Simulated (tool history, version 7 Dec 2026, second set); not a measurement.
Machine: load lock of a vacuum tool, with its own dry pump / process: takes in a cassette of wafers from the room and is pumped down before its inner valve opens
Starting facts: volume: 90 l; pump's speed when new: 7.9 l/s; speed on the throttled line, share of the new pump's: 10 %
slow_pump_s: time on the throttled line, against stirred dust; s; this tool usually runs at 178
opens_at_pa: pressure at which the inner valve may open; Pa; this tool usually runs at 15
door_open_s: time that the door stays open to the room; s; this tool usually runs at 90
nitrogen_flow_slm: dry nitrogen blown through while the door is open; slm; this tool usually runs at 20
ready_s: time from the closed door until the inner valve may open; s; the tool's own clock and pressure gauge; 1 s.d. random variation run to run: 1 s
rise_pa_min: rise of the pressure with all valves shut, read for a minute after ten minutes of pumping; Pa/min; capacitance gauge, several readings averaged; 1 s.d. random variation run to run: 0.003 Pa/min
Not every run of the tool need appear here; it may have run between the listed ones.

run	hour	slow_pump_s	opens_at_pa	door_open_s	nitrogen_flow_slm	incoming humidity of the room's air, %	ready_s	rise_pa_min
1	0	178	15	90	20	49.7	263.8	0.036
2	302.9	178	15	90	20	42.7	265.4	0.035
3	586.3	178	15	82	20	48.7	263.9	0.041
4	791.8	178	15	82	20	46.8	263.6	0.042
5	981.6	178	15	90	20	48.1	263.2	0.048
6	1189.8	178	15	90	20	43.2	263.8	0.041
7	1386.2	178	15	90	20	45.2	264.2	0.047
8	1601.4	178	15	90	20	45.2	265.8	0.046
9	1792.7	178	15	90	20	42.9	265.5	0.048
10	1931.4	178	15	90	20	46.8	265.9	0.057
11	2192.2	178	15	90	20	46.9	266.1	0.051
12	2395.5	178	15	90	20	45.4	267.1	0.058
13	2644.8	178	15	90	20	45.8	266.4	0.053
14	2983.1	178	15	90	20	45.2	268.1	0.062
15	3258.5	178	15	90	20	48.6	268.7	0.059
16	3551.9	178	15	90	20	42.9	269.3	0.06
17	3822.4	178	15	90	20	48.6	268.3	0.064
18	4133.2	178	15	90	20	46.1	270.4	0.066
19	4468.9	178	15	155	20	46.1	269.3	0.077
20	4613.3	178	15	114	7	45.4	271	0.083
21	4935.9	93	26	65	7	42.3	189	0.074
22	5147.3	118	26	54	7	45.6	211.2	0.078
23	5458.8	114	22	238	4	43.6	210.1	0.102
24	5602.8	114	22	238	4	45.4	209.3	0.105
25	5889.8	114	22	238	4	48.2	211.8	0.116
26	6032.5	114	13	137	4	46.3	219.2	0.102
27	6313.1	218	15	90	20	45.9	309.4	0.085
28	6481.5	169	15	121	8	48.2	266.5	0.104
29	6723.5	169	15	121	8	44.2	267.3	0.103
30	7019.8	169	15	121	8	46.5	268.2	0.104
31	7207.5	138	12	90	20	45.4	244.5	0.097
32	7481	166	15	90	20	45	266.6	0.089
33	7769	166	15	90	20	48.3	265.2	0.099
34	8083.7	166	15	90	20	42.1	266.4	0.1
35	8381.6	166	15	74	6	44.5	269.4	0.111
36	8675.9	331	10	183	14	47	417.2	0.124
37	8858.3	125	10	31	14	47.8	237.9	0.111
38	9139.1	178	15	26	21	44.4	279.8	0.108

Subtracting, for every run, the result it would have given without the tool's unlogged condition from the measured result gives the following. The same run-to-run variation enters both numbers; the gauge's scatter may not:
Hidden conditions of the tool in this case: pump's speed, % of a new pump's; leak at the door's seal, Pa l/s; drift of the gauge itself on ready_s, %; drift of the gauge itself on rise_pa_min, %.
run	ready_s	rise_pa_min
1	+1	+0.011
2	+1.5	+0.013
3	+1.9	+0.015
4	+2.2	+0.016
5	+2.4	+0.016
6	+2.8	+0.018
7	+3.2	+0.019
8	+3.6	+0.021
9	+3.8	+0.022
10	+4.1	+0.023
11	+4.6	+0.024
12	+4.9	+0.026
13	+5.4	+0.028
14	+5.9	+0.03
15	+6.4	+0.033
16	+6.9	+0.035
17	+7.4	+0.036
18	+8	+0.04
19	+8.6	+0.042
20	+9	+0.043
21	+9.9	+0.046
22	+9.9	+0.047
23	+10.8	+0.051
24	+11.1	+0.051
25	+11.7	+0.055
26	+13	+0.056
27	+12	+0.058
28	+12.8	+0.061
29	+13.4	+0.061
30	+14.1	+0.064
31	+15.4	+0.067
32	+15.1	+0.069
33	+15.6	+0.073
34	+16.3	+0.076
35	+17	+0.079
36	+15.2	+0.083
37	+20	+0.086
38	+18.5	+0.09
